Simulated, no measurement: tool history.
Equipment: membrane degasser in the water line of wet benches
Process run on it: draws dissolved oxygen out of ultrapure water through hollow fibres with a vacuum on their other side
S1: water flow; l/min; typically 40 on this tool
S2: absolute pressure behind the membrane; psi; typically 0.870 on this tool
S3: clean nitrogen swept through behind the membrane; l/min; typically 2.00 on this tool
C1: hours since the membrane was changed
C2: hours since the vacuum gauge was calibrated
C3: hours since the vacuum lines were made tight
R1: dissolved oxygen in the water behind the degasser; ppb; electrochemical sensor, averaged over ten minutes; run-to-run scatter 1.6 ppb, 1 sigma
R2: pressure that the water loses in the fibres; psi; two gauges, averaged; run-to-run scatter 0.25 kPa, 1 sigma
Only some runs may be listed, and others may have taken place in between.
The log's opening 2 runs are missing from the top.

run    hour  S1     S2    S3    C1    C2     C3     R1     R2
  3   238.6  40  0.870  2.00  2902  3336  10737  160.9  9.747
  4   460.3  40  0.870  2.00  3124  3558  10959  160.4  9.712
  5   613.5  40  1.574  2.00  3277  3711  11112  366.3  9.776
  6   831.4  40  1.574  2.00  3495  3929  11330  364.6  9.752
  7  1074.8  40  1.574  2.00  3739  4173  11573  374.2  9.728
  8  1342.7  37  0.870  2.00  4006  4441  11841  149.3  9.072
  9  1466.7  37  0.870  2.00  4131  4565  11965  147.7  9.029
 10  1735.8  37  0.870  2.00  4400  4834  12234  149.8  8.997
 11  1855.5  40  0.870  2.00  4519  4953  12354  167.3  9.755
 12  1984.6  40  0.870  2.00  4648  5082  12483  165.6  9.767
 13  2185.0  40  0.870  0.90  4849  5283  12684  294.0  9.760
     2211.1  -- vacuum gauge calibrated
 14  2390.5  40  0.870  2.00  5054   179  12889  170.1  9.789
 15  2607.7  40  0.870  2.00  5271   397  13106  174.5  9.806
 16  2721.6  40  0.870  2.00  5385   511  13220  172.4  9.836
     2801.4  -- vacuum gauge calibrated, once more
 17  2959.1  32  0.870  1.91  5622   158  13457  125.1  7.915
 18  3104.8  32  0.870  1.91  5768   303  13602  122.4  7.851

Run 19, settings as shown, results not yet in. Your forecast:
 19  3223.1  28  1.709  1.69  5886  422  13721   ?   ?

R1: 326.1 ppb
R2: 6.912 psi
Without the tool's hidden state the same run would have given R1 320.3 ppb, R2 6.725 psi.
